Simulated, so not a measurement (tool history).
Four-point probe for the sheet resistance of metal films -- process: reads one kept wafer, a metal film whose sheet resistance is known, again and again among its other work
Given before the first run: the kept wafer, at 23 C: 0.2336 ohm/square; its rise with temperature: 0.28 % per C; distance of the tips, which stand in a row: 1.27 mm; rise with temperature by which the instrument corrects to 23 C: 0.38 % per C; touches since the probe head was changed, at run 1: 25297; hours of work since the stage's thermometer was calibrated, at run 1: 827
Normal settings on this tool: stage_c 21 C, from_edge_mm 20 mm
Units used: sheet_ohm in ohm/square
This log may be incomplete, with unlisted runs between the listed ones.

| run | day | stage_c | from_edge_mm | touches since the probe head was changed | hours of work since the stage's thermometer was calibrated | sheet_ohm |
|---|---|---|---|---|---|---|
| 1 | 0 | 21 | 20 | 25297 | 827 | 0.233626 |
| 2 | 0.975 | 21 | 20 | 25956 | 841 | 0.233578 |
| 3 | 2.225 | 21 | 20 | 26804 | 860 | 0.233629 |
| 4 | 3.288 | 21 | 20 | 27522 | 876 | 0.23351 |
| 5 | 4.192 | 21 | 20 | 28135 | 890 | 0.233571 |
| 6 | 4.938 | 21 | 20 | 28640 | 901 | 0.233515 |
| 7 | 6.4 | 21 | 20 | 29630 | 923 | 0.233436 |
| 8 | 7.458 | 21 | 8 | 30346 | 939 | 0.236097 |
| 9 | 8.883 | 21 | 8 | 31312 | 960 | 0.236027 |
| 10 | 9.642 | 21 | 8 | 31826 | 971 | 0.236052 |
|  | 9.775 | stage's thermometer calibrated |
| 11 | 11.138 | 21 | 8 | 32826 | 20 | 0.236007 |
| 12 | 11.875 | 21 | 8 | 33325 | 32 | 0.235878 |
| 13 | 13.521 | 21 | 8 | 34439 | 56 | 0.235905 |
| 14 | 14.629 | 21 | 8 | 35191 | 73 | 0.235953 |
| 15 | 16.246 | 32 | 20 | 36285 | 97 | 0.23082 |
|  | 17.121 | stage's thermometer calibrated, once more |
| 16 | 17.8 | 20 | 29 | 37323 | 10 | 0.232962 |
| 17 | 18.817 | 21 | 38 | 38011 | 25 | 0.232604 |
| 18 | 20.346 | 21 | 38 | 39046 | 48 | 0.23263 |
| 19 | 21.229 | 21 | 38 | 39646 | 62 | 0.232534 |
| 20 | 22.312 | 21 | 38 | 40379 | 78 | 0.232527 |
| 21 | 23.979 | 28 | 10 | 41506 | 103 | 0.232706 |
| 22 | 25.246 | 20 | 40 | 42366 | 122 | 0.232645 |
| 23 | 26.483 | 20 | 40 | 43202 | 141 | 0.232615 |
| 24 | 27.996 | 20 | 6 | 44227 | 163 | 0.237986 |
| 25 | 29.238 | 30 | 55 | 45068 | 182 | 0.230276 |
| 26 | 30.029 | 30 | 55 | 45605 | 194 | 0.230284 |
| 27 | 30.917 | 19 | 20 | 46204 | 207 | 0.233133 |

For some of the steps in sheet_ohm from one run to the next: how much would appear even if the tool had no hidden state, given the settings, what came in and random variation, and how much remains for the hidden state plus any gauge scatter that the measured result and the result without hidden state don't share?
Hidden state at play: inner tips' distance over the nominal, %; tips' flats over new ones', %; wafer's true temperature over the reading, C; drift of the gauge itself on sheet_ohm, %.
Run 15 -> 16: stage_c 32 -> 20, from_edge_mm 20 -> 29, stage's thermometer calibrated, once more. sheet_ohm +0.002142 ohm/square: hidden state -0.000294, all else +0.002436.
Run 23 -> 24: from_edge_mm 40 -> 6. sheet_ohm +0.005371 ohm/square: hidden state -0.000066, all else +0.005437.
Run 24 -> 25: stage_c 20 -> 30, from_edge_mm 6 -> 55. sheet_ohm -0.00771 ohm/square: hidden state +0.000026, all else -0.007736.
